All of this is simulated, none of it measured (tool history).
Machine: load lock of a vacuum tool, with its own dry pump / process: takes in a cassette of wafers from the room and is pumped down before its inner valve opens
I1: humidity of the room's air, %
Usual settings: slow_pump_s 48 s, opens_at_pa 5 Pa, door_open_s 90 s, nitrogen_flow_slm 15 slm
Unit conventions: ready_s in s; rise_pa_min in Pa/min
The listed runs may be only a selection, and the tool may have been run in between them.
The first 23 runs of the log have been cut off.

run 24 hour=4935.3 | slow_pump_s=48 opens_at_pa=9 door_open_s=44 nitrogen_flow_slm=15 | I1=42.5 | ready_s=74.7 rise_pa_min=0.09
run 25 hour=5171.8 | slow_pump_s=32 opens_at_pa=8 door_open_s=26 nitrogen_flow_slm=24 | I1=43.6 | ready_s=62.1 rise_pa_min=0.082
run 26 hour=5403.7 | slow_pump_s=29 opens_at_pa=6 door_open_s=40 nitrogen_flow_slm=10 | I1=46.6 | ready_s=60 rise_pa_min=0.103
run 27 hour=5639.1 | slow_pump_s=29 opens_at_pa=6 door_open_s=81 nitrogen_flow_slm=10 | I1=47.3 | ready_s=61 rise_pa_min=0.123
run 28 hour=5890.3 | slow_pump_s=27 opens_at_pa=5 door_open_s=80 nitrogen_flow_slm=17 | I1=42.2 | ready_s=59.5 rise_pa_min=0.112
run 29 hour=6127.7 | slow_pump_s=27 opens_at_pa=4 door_open_s=80 nitrogen_flow_slm=10 | I1=46.9 | ready_s=61.4 rise_pa_min=0.128
run 30 hour=6353 | slow_pump_s=27 opens_at_pa=4 door_open_s=80 nitrogen_flow_slm=10 | I1=44.2 | ready_s=60.8 rise_pa_min=0.129
run 31 hour=6637.8 | slow_pump_s=36 opens_at_pa=6 door_open_s=209 nitrogen_flow_slm=15 | I1=44.4 | ready_s=66.9 rise_pa_min=0.169
run 32 hour=6941.3 | slow_pump_s=36 opens_at_pa=6 door_open_s=81 nitrogen_flow_slm=12 | I1=43.4 | ready_s=66.7 rise_pa_min=0.129
run 33 hour=7158.7 | slow_pump_s=36 opens_at_pa=6 door_open_s=81 nitrogen_flow_slm=12 | I1=44.4 | ready_s=67.6 rise_pa_min=0.14
run 34 hour=7375.2 | slow_pump_s=36 opens_at_pa=6 door_open_s=81 nitrogen_flow_slm=12 | I1=44.3 | ready_s=67.4 rise_pa_min=0.138
run 35 hour=7620.4 | slow_pump_s=26 opens_at_pa=5 door_open_s=38 nitrogen_flow_slm=15 | I1=44.2 | ready_s=60.4 rise_pa_min=0.118
run 36 hour=7909.5 | slow_pump_s=26 opens_at_pa=5 door_open_s=38 nitrogen_flow_slm=15 | I1=46.1 | ready_s=59.9 rise_pa_min=0.127

3 options for the next run, each taken on its own from the tool as it stands now. Forecast them:
run A hour=8102.7 | slow_pump_s=26 opens_at_pa=5 door_open_s=87 nitrogen_flow_slm=15 | I1=47.2 | ready_s=? rise_pa_min=?
run B hour=8102.7 | slow_pump_s=28 opens_at_pa=9 door_open_s=152 nitrogen_flow_slm=15 | I1=46.6 | ready_s=? rise_pa_min=?
run C hour=8102.7 | slow_pump_s=24 opens_at_pa=5 door_open_s=90 nitrogen_flow_slm=15 | I1=42.2 | ready_s=? rise_pa_min=?

run=A ready_s=60.3 rise_pa_min=0.154
run=B ready_s=59.4 rise_pa_min=0.178
run=C ready_s=58.6 rise_pa_min=0.148
Had the tool no hidden state, the same runs would have come out as:
run=A ready_s=52.3 rise_pa_min=0.065
run=B ready_s=52 rise_pa_min=0.089
run=C ready_s=50.5 rise_pa_min=0.06
